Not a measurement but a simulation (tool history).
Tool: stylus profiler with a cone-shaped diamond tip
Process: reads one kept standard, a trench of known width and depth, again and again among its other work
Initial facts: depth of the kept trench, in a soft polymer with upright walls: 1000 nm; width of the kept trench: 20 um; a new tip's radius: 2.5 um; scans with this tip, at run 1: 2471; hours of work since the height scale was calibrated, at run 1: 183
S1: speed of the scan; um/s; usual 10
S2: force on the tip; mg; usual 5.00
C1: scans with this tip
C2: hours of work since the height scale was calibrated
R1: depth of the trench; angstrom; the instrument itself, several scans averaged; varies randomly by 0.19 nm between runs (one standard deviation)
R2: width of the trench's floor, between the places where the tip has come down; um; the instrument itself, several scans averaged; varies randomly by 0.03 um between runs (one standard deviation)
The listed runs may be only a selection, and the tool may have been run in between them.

run	hour	S1	S2	C1	C2	R1	R2
1	0.0	10	5.00	2471	183	10111.0	15.67
2	20.9	10	5.00	2591	192	10108.9	15.67
3	38.5	10	5.00	2693	200	10111.6	15.67
4	58.4	10	5.00	2807	208	10111.2	15.57
5	78.7	10	5.00	2924	217	10110.4	15.63
6	90.7	10	5.00	2993	222	10108.0	15.60
7	111.8	10	5.00	3115	231	10108.6	15.58
8	124.6	10	5.00	3188	237	10110.2	15.54
9	149.6	10	3.01	3333	247	10078.9	15.58
10	174.7	10	8.18	3477	258	10152.2	15.58
11	200.7	10	8.18	3627	269	10153.0	15.55
12	225.5	10	8.18	3770	280	10154.9	15.53
13	244.3	10	8.18	3878	288	10151.2	15.52
14	270.0	13	8.18	4027	299	10153.5	15.49
15	280.9	10	1.75	4089	304	10048.0	15.51
16	299.8	10	5.11	4198	312	10109.7	15.50
17	325.1	10	5.11	4344	323	10112.0	15.48
18	336.0	10	5.00	4407	327	10104.7	15.44
19	359.7	10	5.00	4543	337	10106.1	15.40
20	384.0	10	5.00	4683	348	10105.0	15.37
21	406.9	10	5.00	4815	358	10106.0	15.39
22	417.9	10	5.00	4879	362	10103.3	15.39
23	441.5	10	7.91	5015	372	10148.9	15.37

For run 24, what comes out?
24	466.6	5	3.00	5160	383	?	?

{"run 24": {"R1": 10071.3, "R2": 15.39}}
Minus the tool's unlogged condition, the same run would have read R1 10081.1 angstrom, R2 16.01 um.

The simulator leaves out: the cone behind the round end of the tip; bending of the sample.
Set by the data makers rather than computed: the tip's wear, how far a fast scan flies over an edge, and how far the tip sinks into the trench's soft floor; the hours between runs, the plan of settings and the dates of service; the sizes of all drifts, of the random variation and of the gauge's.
